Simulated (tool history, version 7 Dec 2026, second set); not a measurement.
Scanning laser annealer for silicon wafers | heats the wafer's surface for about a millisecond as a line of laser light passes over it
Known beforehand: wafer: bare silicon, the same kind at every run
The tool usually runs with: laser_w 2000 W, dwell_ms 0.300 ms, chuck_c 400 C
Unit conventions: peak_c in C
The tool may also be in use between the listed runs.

Run 1, hour 0.0: usual settings. Result: peak_c 1121 C.
Run 2, hour 25.2: usual settings but laser_w 1948 W. Result: peak_c 1098 C.
Run 3, hour 67.6: usual settings but laser_w 1804 W. Result: peak_c 1049 C.
Run 4, hour 109.1: usual settings but laser_w 1804 W, dwell_ms 0.266 ms. Result: peak_c 1006 C.
Run 5, hour 131.8: usual settings but chuck_c 432 C. Result: peak_c 1150 C.
Run 6, hour 171.9: usual settings. Result: peak_c 1117 C.
Run 7, hour 224.3: usual settings. Result: peak_c 1118 C.
Run 8, hour 259.8: usual settings. Result: peak_c 1123 C.
Run 9, hour 308.2: usual settings. Result: peak_c 1121 C.
Run 10, hour 359.0: usual settings. Result: peak_c 1118 C.
Run 11, hour 387.0: usual settings but dwell_ms 0.350 ms. Result: peak_c 1186 C.
Run 12, hour 425.9: usual settings but dwell_ms 0.350 ms. Result: peak_c 1181 C.
Run 13, hour 467.8: usual settings. Result: peak_c 1120 C.
Run 14, hour 500.4: usual settings. Result: peak_c 1120 C.
Run 15, hour 524.5: usual settings. Result: peak_c 1121 C.
Run 16, hour 572.6: usual settings. Result: peak_c 1118 C.
Run 17, hour 622.4: usual settings. Result: peak_c 1118 C.
Run 18, hour 645.6: usual settings but laser_w 1830 W. Result: peak_c 1056 C.
Run 19, hour 672.9: usual settings. Result: peak_c 1119 C.
Run 20, hour 711.7: usual settings. Result: peak_c 1119 C.
Run 21, hour 760.5: usual settings but laser_w 1811 W, dwell_ms 0.310 ms, chuck_c 379 C. Result: peak_c 1041 C.
Run 22, hour 792.3: usual settings but laser_w 1720 W. Result: peak_c 1016 C.
Run 23, hour 831.8: usual settings but laser_w 1818 W, chuck_c 370 C. Result: peak_c 1022 C.
Run 24, hour 861.8: usual settings but laser_w 1818 W, chuck_c 370 C. Result: peak_c 1021 C.
Run 25, hour 891.2: usual settings but laser_w 1865 W, dwell_ms 0.345 ms. Result: peak_c 1124 C.
Run 26, hour 932.3: usual settings but laser_w 2080 W, dwell_ms 0.354 ms, chuck_c 401 C. Result: peak_c 1222 C.
Run 27, hour 976.4: usual settings but laser_w 2096 W, dwell_ms 0.354 ms, chuck_c 401 C. Result: peak_c 1230 C.
Run 28, hour 1014.7: usual settings but laser_w 1828 W, dwell_ms 0.355 ms, chuck_c 376 C. Result: peak_c 1094 C.
Run 29, hour 1054.0: usual settings but laser_w 1828 W, dwell_ms 0.355 ms, chuck_c 376 C. Result: peak_c 1098 C.
Run 30, hour 1078.5: usual settings but laser_w 1841 W, dwell_ms 0.336 ms, chuck_c 423 C. Result: peak_c 1125 C.
Run 31, hour 1107.1: usual settings but laser_w 1841 W, dwell_ms 0.336 ms, chuck_c 423 C. Result: peak_c 1125 C.
Run 32, hour 1151.5: usual settings but laser_w 1878 W, dwell_ms 0.311 ms. Result: peak_c 1090 C.
Run 33, hour 1175.3: usual settings but laser_w 1878 W, dwell_ms 0.311 ms. Result: peak_c 1090 C.
Run 34, hour 1197.5: usual settings but laser_w 1878 W, dwell_ms 0.238 ms. Result: peak_c 993 C.
Run 35, hour 1247.4: usual settings but laser_w 1995 W, dwell_ms 0.351 ms, chuck_c 417 C. Result: peak_c 1200 C.
Run 36, hour 1287.7: usual settings but laser_w 1995 W, dwell_ms 0.351 ms, chuck_c 417 C. Result: peak_c 1198 C.
At hour 1294.2: window over the wafer cleaned.
Run 37, hour 1326.0: usual settings but laser_w 2079 W, dwell_ms 0.351 ms, chuck_c 417 C. Result: peak_c 1234 C.
Run 38, hour 1367.1: usual settings but laser_w 1737 W, chuck_c 393 C. Result: peak_c 1016 C.
Run 39, hour 1388.6: usual settings but laser_w 1952 W, dwell_ms 0.247 ms, chuck_c 389 C. Result: peak_c 1015 C.
Run 40, hour 1422.4: usual settings but laser_w 1952 W, dwell_ms 0.247 ms, chuck_c 366 C. Result: peak_c 997 C.

What if the next run were any one of these 5? Each begins from the tool's condition after run 40:
Run A, hour 1459.9: usual settings but laser_w 2103 W, dwell_ms 0.324 ms, chuck_c 388 C. Result: peak_c ?.
Run B, hour 1459.9: usual settings but laser_w 1952 W, dwell_ms 0.330 ms, chuck_c 422 C. Result: peak_c ?.
Run C, hour 1459.9: usual settings but laser_w 1906 W, dwell_ms 0.320 ms, chuck_c 427 C. Result: peak_c ?.
Run D, hour 1459.9: usual settings but laser_w 1952 W, dwell_ms 0.290 ms, chuck_c 398 C. Result: peak_c ?.
Run E, hour 1459.9: usual settings but laser_w 1947 W. Result: peak_c ?.

run  peak_c
  A    1176
  B    1164
  C    1134
  D    1087
  E    1098
Without the tool's unlogged condition, the same runs would have read:
run  peak_c
  A    1176
  B    1165
  C    1135
  D    1087
  E    1099
